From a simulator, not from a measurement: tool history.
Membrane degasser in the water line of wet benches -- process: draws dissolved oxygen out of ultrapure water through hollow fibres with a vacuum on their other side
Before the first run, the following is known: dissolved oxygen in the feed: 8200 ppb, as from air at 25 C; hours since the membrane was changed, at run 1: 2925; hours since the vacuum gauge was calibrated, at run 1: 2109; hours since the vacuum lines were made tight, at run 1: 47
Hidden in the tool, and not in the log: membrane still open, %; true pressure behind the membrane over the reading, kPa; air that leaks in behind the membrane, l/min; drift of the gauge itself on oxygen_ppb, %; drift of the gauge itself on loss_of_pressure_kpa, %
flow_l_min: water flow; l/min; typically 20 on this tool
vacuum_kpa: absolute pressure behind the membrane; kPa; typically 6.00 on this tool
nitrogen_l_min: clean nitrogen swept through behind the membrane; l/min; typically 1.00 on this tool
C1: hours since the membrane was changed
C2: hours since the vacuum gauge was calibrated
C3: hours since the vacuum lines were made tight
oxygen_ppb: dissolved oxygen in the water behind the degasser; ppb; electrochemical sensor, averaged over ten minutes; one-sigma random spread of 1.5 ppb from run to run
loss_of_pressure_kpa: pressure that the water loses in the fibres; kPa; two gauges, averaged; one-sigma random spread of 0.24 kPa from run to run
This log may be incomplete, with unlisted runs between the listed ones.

run 1 hour=0.0 | flow_l_min=20 vacuum_kpa=6.00 nitrogen_l_min=1.00 | C1=2925 C2=2109 C3=47 | oxygen_ppb=145.1 loss_of_pressure_kpa=62.54
run 2 hour=66.9 | flow_l_min=20 vacuum_kpa=6.00 nitrogen_l_min=1.00 | C1=2992 C2=2176 C3=114 | oxygen_ppb=144.0 loss_of_pressure_kpa=63.11
run 3 hour=145.3 | flow_l_min=25 vacuum_kpa=6.00 nitrogen_l_min=1.00 | C1=3070 C2=2255 C3=192 | oxygen_ppb=205.8 loss_of_pressure_kpa=79.21
run 4 hour=259.4 | flow_l_min=12 vacuum_kpa=6.00 nitrogen_l_min=1.00 | C1=3185 C2=2369 C3=306 | oxygen_ppb=80.0 loss_of_pressure_kpa=38.04
run 5 hour=324.9 | flow_l_min=20 vacuum_kpa=6.00 nitrogen_l_min=0.44 | C1=3250 C2=2434 C3=372 | oxygen_ppb=261.1 loss_of_pressure_kpa=63.17
run 6 hour=381.9 | flow_l_min=20 vacuum_kpa=6.00 nitrogen_l_min=0.44 | C1=3307 C2=2491 C3=429 | oxygen_ppb=262.4 loss_of_pressure_kpa=63.15
run 7 hour=509.3 | flow_l_min=20 vacuum_kpa=6.00 nitrogen_l_min=1.00 | C1=3434 C2=2619 C3=556 | oxygen_ppb=142.4 loss_of_pressure_kpa=63.87
run 8 hour=625.2 | flow_l_min=13 vacuum_kpa=6.00 nitrogen_l_min=1.00 | C1=3550 C2=2735 C3=672 | oxygen_ppb=84.5 loss_of_pressure_kpa=41.40
run 9 hour=734.1 | flow_l_min=13 vacuum_kpa=6.00 nitrogen_l_min=1.00 | C1=3659 C2=2844 C3=781 | oxygen_ppb=86.9 loss_of_pressure_kpa=41.88
run 10 hour=821.6 | flow_l_min=20 vacuum_kpa=4.94 nitrogen_l_min=1.00 | C1=3747 C2=2931 C3=869 | oxygen_ppb=97.5 loss_of_pressure_kpa=64.04
run 11 hour=953.2 | flow_l_min=22 vacuum_kpa=6.00 nitrogen_l_min=1.00 | C1=3878 C2=3063 C3=1000 | oxygen_ppb=167.6 loss_of_pressure_kpa=70.06
run 12 hour=1048.1 | flow_l_min=22 vacuum_kpa=6.00 nitrogen_l_min=2.86 | C1=3973 C2=3158 C3=1095 | oxygen_ppb=83.7 loss_of_pressure_kpa=70.50
run 13 hour=1134.9 | flow_l_min=20 vacuum_kpa=6.00 nitrogen_l_min=0.57 | C1=4060 C2=3244 C3=1182 | oxygen_ppb=220.1 loss_of_pressure_kpa=64.27
run 14 hour=1257.8 | flow_l_min=31 vacuum_kpa=8.14 nitrogen_l_min=1.00 | C1=4183 C2=3367 C3=1305 | oxygen_ppb=452.0 loss_of_pressure_kpa=99.54
run 15 hour=1338.2 | flow_l_min=31 vacuum_kpa=8.14 nitrogen_l_min=1.00 | C1=4263 C2=3448 C3=1385 | oxygen_ppb=446.6 loss_of_pressure_kpa=99.47
run 16 hour=1451.1 | flow_l_min=31 vacuum_kpa=8.14 nitrogen_l_min=1.00 | C1=4376 C2=3561 C3=1498 | oxygen_ppb=440.2 loss_of_pressure_kpa=99.98
run 17 hour=1568.5 | flow_l_min=31 vacuum_kpa=14.60 nitrogen_l_min=1.00 | C1=4494 C2=3678 C3=1616 | oxygen_ppb=804.9 loss_of_pressure_kpa=99.59
run 18 hour=1637.1 | flow_l_min=29 vacuum_kpa=6.00 nitrogen_l_min=1.30 | C1=4562 C2=3747 C3=1684 | oxygen_ppb=237.5 loss_of_pressure_kpa=94.06
run 19 hour=1736.3 | flow_l_min=29 vacuum_kpa=6.00 nitrogen_l_min=1.30 | C1=4661 C2=3846 C3=1783 | oxygen_ppb=247.8 loss_of_pressure_kpa=93.87
-- hour=1748.5 gauge calibrated
run 20 hour=1820.8 | flow_l_min=19 vacuum_kpa=6.00 nitrogen_l_min=0.93 | C1=4746 C2=3930 C3=1868 | oxygen_ppb=141.7 loss_of_pressure_kpa=59.76

What will run 21 give?
run 21 hour=1883.9 | flow_l_min=14 vacuum_kpa=6.24 nitrogen_l_min=0.42 | C1=4809 C2=3993 C3=1931 | oxygen_ppb=? loss_of_pressure_kpa=?

{"run 21": {"oxygen_ppb": 209.7, "loss_of_pressure_kpa": 44.2}}
On a tool with no hidden condition, and with the same random variation, this run would have come out at oxygen_ppb 209.6 ppb, loss_of_pressure_kpa 44.09 kPa.
